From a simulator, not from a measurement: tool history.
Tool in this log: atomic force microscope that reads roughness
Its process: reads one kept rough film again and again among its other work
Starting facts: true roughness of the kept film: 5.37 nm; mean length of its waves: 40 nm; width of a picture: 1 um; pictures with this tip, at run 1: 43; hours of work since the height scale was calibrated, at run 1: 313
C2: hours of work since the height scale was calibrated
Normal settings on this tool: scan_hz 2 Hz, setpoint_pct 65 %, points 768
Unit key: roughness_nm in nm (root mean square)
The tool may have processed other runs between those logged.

Run 1, hour 0: usual settings; pictures with this tip 43; C2 313. Result: roughness_nm 3.917 nm (root mean square).
Run 2, hour 70.4: usual settings; pictures with this tip 144; C2 352. Result: roughness_nm 3.357 nm (root mean square).
Run 3, hour 104.3: usual settings; pictures with this tip 192; C2 370. Result: roughness_nm 3.086 nm (root mean square).
At hour 140.3: new tip fitted.
Run 4, hour 166.7: usual settings; pictures with this tip 38; C2 404. Result: roughness_nm 4.041 nm (root mean square).
Run 5, hour 239.3: usual settings but scan_hz 0.96 Hz; pictures with this tip 142; C2 444. Result: roughness_nm 3.555 nm (root mean square).
Run 6, hour 273.3: usual settings but scan_hz 0.96 Hz; pictures with this tip 190; C2 462. Result: roughness_nm 3.321 nm (root mean square).
At hour 311.5: new tip fitted.
Run 7, hour 327: usual settings but scan_hz 3.12 Hz; pictures with this tip 23; C2 491. Result: roughness_nm 4.017 nm (root mean square).
Run 8, hour 357.4: usual settings but scan_hz 3.12 Hz; pictures with this tip 66; C2 508. Result: roughness_nm 3.733 nm (root mean square).
Run 9, hour 409.4: usual settings but scan_hz 3.12 Hz; pictures with this tip 141; C2 536. Result: roughness_nm 3.32 nm (root mean square).
Run 10, hour 474.7: usual settings but scan_hz 3.12 Hz; pictures with this tip 234; C2 572. Result: roughness_nm 2.959 nm (root mean square).
At hour 481.7: new tip fitted.
Run 11, hour 543.8: usual settings but points 566; pictures with this tip 88; C2 609. Result: roughness_nm 3.748 nm (root mean square).
Run 12, hour 609.7: usual settings; pictures with this tip 183; C2 645. Result: roughness_nm 3.219 nm (root mean square).
Run 13, hour 646.7: usual settings; pictures with this tip 236; C2 665. Result: roughness_nm 3.01 nm (root mean square).
At hour 653.2: new tip fitted.
Run 14, hour 718.3: usual settings but setpoint_pct 62 %; pictures with this tip 94; C2 704. Result: roughness_nm 3.709 nm (root mean square).
Run 15, hour 773.1: usual settings but setpoint_pct 62 %; pictures with this tip 172; C2 734. Result: roughness_nm 3.299 nm (root mean square).
Run 16, hour 819.2: usual settings but setpoint_pct 61 %, points 279; pictures with this tip 238; C2 759. Result: roughness_nm 3.031 nm (root mean square).
At hour 823.3: new tip fitted.
Run 17, hour 886: usual settings but scan_hz 0.97 Hz, setpoint_pct 61 %, points 279; pictures with this tip 90; C2 795. Result: roughness_nm 3.857 nm (root mean square).
Run 18, hour 934.7: usual settings but scan_hz 1.6 Hz, setpoint_pct 60 %, points 1014; pictures with this tip 160; C2 822. Result: roughness_nm 3.436 nm (root mean square).
At hour 992: new tip fitted.
Run 19, hour 999.1: usual settings but scan_hz 2.49 Hz, setpoint_pct 60 %, points 735; pictures with this tip 11; C2 857. Result: roughness_nm 4.237 nm (root mean square).
Run 20, hour 1060.5: usual settings but scan_hz 2.49 Hz, setpoint_pct 60 %, points 735; pictures with this tip 98; C2 890. Result: roughness_nm 3.657 nm (root mean square).
Run 21, hour 1099.3: usual settings but scan_hz 2.5 Hz, points 672; pictures with this tip 154; C2 912. Result: roughness_nm 3.258 nm (root mean square).
At hour 1160.4: new tip fitted.
Run 22, hour 1170.9: usual settings but scan_hz 2.5 Hz, points 672; pictures with this tip 15; C2 950. Result: roughness_nm 4.151 nm (root mean square).

Run 23 has not been measured yet. What should we expect?
Run 23, hour 1232.1: usual settings but scan_hz 2.9 Hz, setpoint_pct 82 %, points 951; pictures with this tip 103; C2 984. Result: roughness_nm ?.

roughness_nm: 3.018 nm (root mean square)
On a tool with no hidden condition, and with the same random variation, this run would have come out at roughness_nm 3.575 nm (root mean square).
